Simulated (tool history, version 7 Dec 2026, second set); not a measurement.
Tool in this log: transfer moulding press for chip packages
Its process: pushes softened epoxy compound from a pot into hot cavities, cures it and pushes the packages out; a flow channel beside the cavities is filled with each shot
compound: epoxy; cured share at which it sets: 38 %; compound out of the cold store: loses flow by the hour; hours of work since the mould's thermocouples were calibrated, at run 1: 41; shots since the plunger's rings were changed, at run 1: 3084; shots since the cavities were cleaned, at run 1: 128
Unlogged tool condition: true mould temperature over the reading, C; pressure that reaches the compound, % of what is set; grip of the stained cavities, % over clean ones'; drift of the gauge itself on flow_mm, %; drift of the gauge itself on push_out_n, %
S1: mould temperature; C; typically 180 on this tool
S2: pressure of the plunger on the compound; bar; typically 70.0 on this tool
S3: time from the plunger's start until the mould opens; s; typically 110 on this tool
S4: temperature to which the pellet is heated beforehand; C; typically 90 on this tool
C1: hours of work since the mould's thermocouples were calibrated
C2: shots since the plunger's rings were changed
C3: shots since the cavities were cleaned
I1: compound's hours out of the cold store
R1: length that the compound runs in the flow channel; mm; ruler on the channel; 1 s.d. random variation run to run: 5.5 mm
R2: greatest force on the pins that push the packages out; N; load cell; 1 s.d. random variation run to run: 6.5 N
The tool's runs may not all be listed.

{"run": 1, "hour": 0.0, "S1": 180, "S2": 70.0, "S3": 110, "S4": 90, "C1": 41, "C2": 3084, "C3": 128, "I1": 31.4, "R1": 624, "R2": 335}
{"run": 2, "hour": 13.0, "S1": 180, "S2": 70.0, "S3": 110, "S4": 94, "C1": 48, "C2": 3209, "C3": 253, "I1": 19.5, "R1": 645, "R2": 367}
{"run": 3, "hour": 34.6, "S1": 180, "S2": 70.0, "S3": 110, "S4": 85, "C1": 60, "C2": 3418, "C3": 462, "I1": 33.1, "R1": 605, "R2": 428}
{"run": 4, "hour": 49.4, "S1": 180, "S2": 70.0, "S3": 110, "S4": 85, "C1": 68, "C2": 3560, "C3": 604, "I1": 36.5, "R1": 613, "R2": 429}
{"run": 5, "hour": 62.2, "S1": 180, "S2": 73.1, "S3": 110, "S4": 90, "C1": 75, "C2": 3684, "C3": 728, "I1": 15.2, "R1": 656, "R2": 493}
{"run": 6, "hour": 82.1, "S1": 180, "S2": 73.1, "S3": 110, "S4": 90, "C1": 86, "C2": 3876, "C3": 920, "I1": 14.1, "R1": 672, "R2": 502}
{"hour": 94.3, "done": "cavities cleaned with cleaning compound and waxed"}
{"run": 7, "hour": 106.5, "S1": 180, "S2": 73.1, "S3": 110, "S4": 90, "C1": 99, "C2": 4097, "C3": 118, "I1": 42.6, "R1": 595, "R2": 303}
{"run": 8, "hour": 121.7, "S1": 180, "S2": 70.0, "S3": 110, "S4": 90, "C1": 107, "C2": 4244, "C3": 265, "I1": 28.6, "R1": 609, "R2": 348}
{"run": 9, "hour": 138.6, "S1": 180, "S2": 70.0, "S3": 110, "S4": 90, "C1": 116, "C2": 4407, "C3": 428, "I1": 46.4, "R1": 585, "R2": 379}
{"run": 10, "hour": 153.3, "S1": 180, "S2": 70.0, "S3": 110, "S4": 90, "C1": 124, "C2": 4549, "C3": 570, "I1": 34.0, "R1": 597, "R2": 419}
{"run": 11, "hour": 164.9, "S1": 180, "S2": 69.5, "S3": 110, "S4": 90, "C1": 130, "C2": 4660, "C3": 681, "I1": 31.9, "R1": 606, "R2": 451}
{"run": 12, "hour": 186.8, "S1": 180, "S2": 77.1, "S3": 110, "S4": 90, "C1": 143, "C2": 4872, "C3": 893, "I1": 41.9, "R1": 606, "R2": 481}
{"hour": 202.3, "done": "cavities cleaned with cleaning compound and waxed"}
{"run": 13, "hour": 213.0, "S1": 180, "S2": 70.0, "S3": 111, "S4": 90, "C1": 156, "C2": 5109, "C3": 102, "I1": 17.2, "R1": 622, "R2": 288}
{"run": 14, "hour": 232.1, "S1": 180, "S2": 70.0, "S3": 110, "S4": 84, "C1": 166, "C2": 5293, "C3": 286, "I1": 36.2, "R1": 595, "R2": 344}
{"run": 15, "hour": 243.9, "S1": 180, "S2": 70.0, "S3": 110, "S4": 90, "C1": 173, "C2": 5407, "C3": 400, "I1": 18.9, "R1": 619, "R2": 394}
{"hour": 266.5, "done": "plunger's sealing rings changed"}
{"run": 16, "hour": 270.3, "S1": 181, "S2": 70.0, "S3": 94, "S4": 90, "C1": 186, "C2": 37, "C3": 631, "I1": 21.2, "R1": 682, "R2": 597}
{"run": 17, "hour": 284.9, "S1": 181, "S2": 70.0, "S3": 94, "S4": 90, "C1": 194, "C2": 178, "C3": 772, "I1": 41.7, "R1": 641, "R2": 569}
{"run": 18, "hour": 298.0, "S1": 181, "S2": 64.7, "S3": 94, "S4": 91, "C1": 201, "C2": 304, "C3": 898, "I1": 31.5, "R1": 648, "R2": 596}
{"hour": 313.9, "done": "cavities cleaned with cleaning compound and waxed"}
{"run": 19, "hour": 314.1, "S1": 181, "S2": 64.7, "S3": 94, "S4": 91, "C1": 209, "C2": 445, "C3": 2, "I1": 35.9, "R1": 622, "R2": 314}
{"run": 20, "hour": 335.0, "S1": 180, "S2": 79.8, "S3": 110, "S4": 93, "C1": 221, "C2": 646, "C3": 203, "I1": 15.1, "R1": 743, "R2": 330}
{"run": 21, "hour": 349.8, "S1": 174, "S2": 60.7, "S3": 109, "S4": 97, "C1": 229, "C2": 789, "C3": 346, "I1": 44.8, "R1": 604, "R2": 502}
{"run": 22, "hour": 361.7, "S1": 174, "S2": 60.7, "S3": 109, "S4": 97, "C1": 235, "C2": 904, "C3": 461, "I1": 25.4, "R1": 622, "R2": 608}
{"run": 23, "hour": 372.8, "S1": 180, "S2": 83.0, "S3": 146, "S4": 90, "C1": 241, "C2": 1011, "C3": 568, "I1": 21.1, "R1": 737, "R2": 336}
{"run": 24, "hour": 383.5, "S1": 186, "S2": 60.8, "S3": 110, "S4": 90, "C1": 247, "C2": 1114, "C3": 671, "I1": 25.4, "R1": 602, "R2": 374}
{"run": 25, "hour": 399.8, "S1": 184, "S2": 60.8, "S3": 97, "S4": 99, "C1": 256, "C2": 1272, "C3": 829, "I1": 46.9, "R1": 565, "R2": 464}
{"hour": 422.2, "done": "cavities cleaned with cleaning compound and waxed"}
{"run": 26, "hour": 423.5, "S1": 184, "S2": 55.6, "S3": 140, "S4": 99, "C1": 268, "C2": 1486, "C3": 13, "I1": 32.3, "R1": 561, "R2": 214}
{"run": 27, "hour": 438.1, "S1": 184, "S2": 55.6, "S3": 140, "S4": 99, "C1": 276, "C2": 1626, "C3": 153, "I1": 30.7, "R1": 568, "R2": 262}
{"run": 28, "hour": 459.2, "S1": 175, "S2": 85.3, "S3": 138, "S4": 82, "C1": 288, "C2": 1830, "C3": 357, "I1": 37.7, "R1": 709, "R2": 342}
{"run": 29, "hour": 471.4, "S1": 182, "S2": 85.3, "S3": 138, "S4": 82, "C1": 295, "C2": 1948, "C3": 475, "I1": 21.7, "R1": 723, "R2": 332}

For each run, the measured value with the value that run would have given without the tool's hidden condition subtracted. The run-to-run variation is shared by both, the gauge scatter possibly not:
run=1 R1=-42 R2=+65
run=2 R1=-45 R2=+106
run=3 R1=-46 R2=+162
run=4 R1=-47 R2=+181
run=5 R1=-53 R2=+219
run=6 R1=-57 R2=+240
run=7 R1=-54 R2=+47
run=8 R1=-57 R2=+97
run=9 R1=-57 R2=+133
run=10 R1=-60 R2=+167
run=11 R1=-63 R2=+193
run=12 R1=-66 R2=+226
run=13 R1=-71 R2=+36
run=14 R1=-70 R2=+95
run=15 R1=-75 R2=+132
run=16 R1=-3 R2=+244
run=17 R1=-5 R2=+252
run=18 R1=-6 R2=+275
run=19 R1=-7 R2=-9
run=20 R1=-12 R2=+72
run=21 R1=-11 R2=+146
run=22 R1=-13 R2=+210
run=23 R1=-16 R2=+135
run=24 R1=-14 R2=+161
run=25 R1=-16 R2=+209
run=26 R1=-18 R2=+7
run=27 R1=-19 R2=+51
run=28 R1=-28 R2=+109
run=29 R1=-30 R2=+121
